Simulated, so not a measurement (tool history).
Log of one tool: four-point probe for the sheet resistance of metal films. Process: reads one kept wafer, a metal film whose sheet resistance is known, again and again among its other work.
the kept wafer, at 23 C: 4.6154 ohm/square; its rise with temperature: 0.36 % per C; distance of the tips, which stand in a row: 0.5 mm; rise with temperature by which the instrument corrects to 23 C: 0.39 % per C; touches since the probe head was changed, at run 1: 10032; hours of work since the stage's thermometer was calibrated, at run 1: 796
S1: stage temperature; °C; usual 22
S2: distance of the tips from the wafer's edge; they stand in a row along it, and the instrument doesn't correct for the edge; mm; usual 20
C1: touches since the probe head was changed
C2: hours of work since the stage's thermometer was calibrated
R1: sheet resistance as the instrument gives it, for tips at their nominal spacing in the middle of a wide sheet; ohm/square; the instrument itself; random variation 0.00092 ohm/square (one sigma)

{"run": 1, "hour": 0.0, "S1": 22, "S2": 20, "C1": 10032, "C2": 796, "R1": 4.624439}
{"run": 2, "hour": 17.0, "S1": 22, "S2": 20, "C1": 11167, "C2": 808, "R1": 4.623316}
{"run": 3, "hour": 34.2, "S1": 18, "S2": 20, "C1": 12315, "C2": 821, "R1": 4.628551}
{"run": 4, "hour": 42.5, "S1": 22, "S2": 6, "C1": 12869, "C2": 828, "R1": 4.640259}
{"run": 5, "hour": 57.4, "S1": 22, "S2": 6, "C1": 13861, "C2": 839, "R1": 4.640745}
{"run": 6, "hour": 66.8, "S1": 22, "S2": 6, "C1": 14491, "C2": 846, "R1": 4.639716}
{"run": 7, "hour": 77.8, "S1": 22, "S2": 20, "C1": 15223, "C2": 854, "R1": 4.623932}
{"run": 8, "hour": 86.6, "S1": 22, "S2": 20, "C1": 15809, "C2": 861, "R1": 4.624108}
{"run": 9, "hour": 99.8, "S1": 22, "S2": 20, "C1": 16693, "C2": 871, "R1": 4.624468}
{"run": 10, "hour": 110.9, "S1": 22, "S2": 20, "C1": 17431, "C2": 879, "R1": 4.625824}
{"run": 11, "hour": 127.0, "S1": 22, "S2": 11, "C1": 18506, "C2": 891, "R1": 4.627516}
{"run": 12, "hour": 134.8, "S1": 26, "S2": 6, "C1": 19024, "C2": 897, "R1": 4.635858}
{"run": 13, "hour": 151.5, "S1": 26, "S2": 6, "C1": 20139, "C2": 910, "R1": 4.634468}
{"run": 14, "hour": 159.8, "S1": 30, "S2": 8, "C1": 20695, "C2": 916, "R1": 4.623641}
{"run": 15, "hour": 167.9, "S1": 22, "S2": 22, "C1": 21238, "C2": 922, "R1": 4.622978}
{"run": 16, "hour": 181.4, "S1": 22, "S2": 22, "C1": 22137, "C2": 932, "R1": 4.622763}
{"hour": 182.7, "done": "stage's thermometer calibrated"}
{"run": 17, "hour": 197.0, "S1": 20, "S2": 9, "C1": 23147, "C2": 11, "R1": 4.63124}
{"run": 18, "hour": 209.4, "S1": 22, "S2": 6, "C1": 23974, "C2": 20, "R1": 4.639187}
{"run": 19, "hour": 217.1, "S1": 22, "S2": 6, "C1": 24484, "C2": 26, "R1": 4.638318}
{"run": 20, "hour": 230.4, "S1": 22, "S2": 6, "C1": 25372, "C2": 36, "R1": 4.63759}
{"run": 21, "hour": 247.9, "S1": 33, "S2": 26, "C1": 26538, "C2": 49, "R1": 4.611404}
{"run": 22, "hour": 264.7, "S1": 24, "S2": 10, "C1": 27659, "C2": 62, "R1": 4.624135}

Hidden state or all else? Some run-to-run changes of R1, split into what the settings, what came in and random variation would give without the hidden state, and what is left for the hidden state (with any gauge scatter that isn't in both results):
The hidden state here: inner tips' distance over the nominal, %; tips' flats over new ones', %; wafer's true temperature over the reading, C; drift of the gauge itself on sheet_ohm, %.
Run 6 -> 7: S2 6 -> 20. R1 -0.015784 ohm/square: hidden state -0.000130, all else -0.015654.
Run 16 -> 17: S1 22 -> 20, S2 22 -> 9, stage's thermometer calibrated. R1 +0.008477 ohm/square: hidden state -0.000916, all else +0.009393.
Run 20 -> 21: S1 22 -> 33, S2 6 -> 26. R1 -0.026186 ohm/square: hidden state -0.000032, all else -0.026154.
Run 21 -> 22: S1 33 -> 24, S2 26 -> 10. R1 +0.012731 ohm/square: hidden state -0.000277, all else +0.013008.
